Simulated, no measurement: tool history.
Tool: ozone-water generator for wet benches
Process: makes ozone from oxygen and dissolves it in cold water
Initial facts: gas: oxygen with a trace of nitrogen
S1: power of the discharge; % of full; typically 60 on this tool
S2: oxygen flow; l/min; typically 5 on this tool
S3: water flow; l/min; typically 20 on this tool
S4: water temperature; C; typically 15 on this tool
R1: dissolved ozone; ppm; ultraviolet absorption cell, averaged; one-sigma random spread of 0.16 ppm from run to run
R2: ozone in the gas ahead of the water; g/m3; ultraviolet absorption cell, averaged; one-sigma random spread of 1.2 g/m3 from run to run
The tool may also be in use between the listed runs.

| run | hour | S1 | S2 | S3 | S4 | R1 | R2 |
|---|---|---|---|---|---|---|---|
| 1 | 0 | 60 | 5 | 20 | 15 | 20.5 | 222.3 |
| 2 | 48.8 | 60 | 5 | 20 | 15 | 20.6 | 222.7 |
| 3 | 92.1 | 60 | 5 | 20 | 15 | 20.4 | 221.6 |
| 4 | 126.6 | 60 | 5 | 20 | 15 | 20.6 | 220.7 |
| 5 | 173.1 | 60 | 5 | 20 | 15 | 20.7 | 220.6 |
| 6 | 198.2 | 60 | 5 | 20 | 15 | 20.7 | 221.3 |
| 7 | 224.4 | 60 | 5 | 20 | 15 | 20.8 | 223.4 |
| 8 | 248 | 60 | 5 | 20 | 15 | 20.4 | 220.3 |
| 9 | 275.4 | 60 | 6.25 | 20 | 15 | 21 | 200.6 |
| 10 | 299.5 | 60 | 6.25 | 20 | 15 | 21 | 199.7 |
| 11 | 340.1 | 60 | 6.25 | 20 | 15 | 21.4 | 198 |
| 12 | 383.5 | 65 | 5 | 20 | 15 | 21.4 | 230.3 |
| 13 | 430.1 | 60 | 5 | 20 | 15 | 20.6 | 218.4 |
| 14 | 458.8 | 60 | 5 | 20 | 21 | 19.1 | 217.9 |
| 15 | 489.4 | 60 | 5 | 20 | 21 | 19 | 217.9 |
|  | 530.5 | gauge calibrated |
| 16 | 535.6 | 60 | 5 | 20 | 21 | 19 | 222.8 |
| 17 | 559.6 | 60 | 5 | 20 | 21 | 19 | 220.8 |
| 18 | 599.9 | 60 | 7.76 | 17 | 21 | 21.7 | 184.2 |
| 19 | 625.2 | 60 | 7.76 | 17 | 21 | 21.9 | 184.8 |
| 20 | 657.8 | 60 | 7.76 | 17 | 21 | 21.8 | 182.3 |
| 21 | 685.7 | 60 | 6.84 | 22 | 15 | 19.3 | 192.2 |
| 22 | 725.5 | 60 | 3.34 | 20 | 15 | 19.3 | 263.6 |
| 23 | 765.4 | 48 | 3.6 | 19 | 16 | 17.9 | 223.9 |
| 24 | 799.9 | 48 | 3.6 | 19 | 16 | 17.7 | 223.3 |
| 25 | 841.2 | 96 | 8.76 | 31 | 21 | 17.6 | 223.7 |
| 26 | 874.9 | 96 | 8.76 | 31 | 21 | 17.7 | 224.2 |
| 27 | 915.6 | 96 | 8.76 | 31 | 21 | 17.7 | 225.2 |
| 28 | 955.3 | 60 | 2.96 | 20 | 15 | 18.2 | 275.5 |
| 29 | 1005.7 | 60 | 2.96 | 20 | 15 | 18.6 | 274.1 |
| 30 | 1045 | 60 | 2.96 | 20 | 9 | 19.5 | 272.9 |
| 31 | 1069.7 | 60 | 2.96 | 20 | 9 | 19.5 | 272.8 |
| 32 | 1116.9 | 60 | 4.49 | 20 | 15 | 20.4 | 227 |
| 33 | 1157.5 | 60 | 4.49 | 20 | 15 | 20.1 | 225.8 |
| 34 | 1211.5 | 58 | 5 | 20 | 15 | 20.2 | 210.2 |

Had the tool no unlogged condition, and each run kept its random variation, what would the results have been?
Hidden state at play: yield of the discharge, % of new electrodes'; contactor's efficiency, % of a clean one's; true water temperature over the reading, C; drift of the gauge itself on ozone_ppm, %; drift of the gauge itself on gas_g_m3, %.
| run | R2 |
|---|---|
| 1 | 222.4 |
| 2 | 223.4 |
| 3 | 222.9 |
| 4 | 222.3 |
| 5 | 222.8 |
| 6 | 223.8 |
| 7 | 226.3 |
| 8 | 223.5 |
| 9 | 203.8 |
| 10 | 203.1 |
| 11 | 201.9 |
| 12 | 235.5 |
| 13 | 223.9 |
| 14 | 223.7 |
| 15 | 224.1 |
| 16 | 223 |
| 17 | 221.2 |
| 18 | 185 |
| 19 | 185.9 |
| 20 | 183.7 |
| 21 | 194 |
| 22 | 266.6 |
| 23 | 227 |
| 24 | 226.8 |
| 25 | 227.8 |
| 26 | 228.7 |
| 27 | 230.3 |
| 28 | 282.3 |
| 29 | 281.7 |
| 30 | 281.1 |
| 31 | 281.4 |
| 32 | 234.8 |
| 33 | 234.2 |
| 34 | 218.7 |
R1: differs from the measured result by no more than 0.1 ppm in any run.
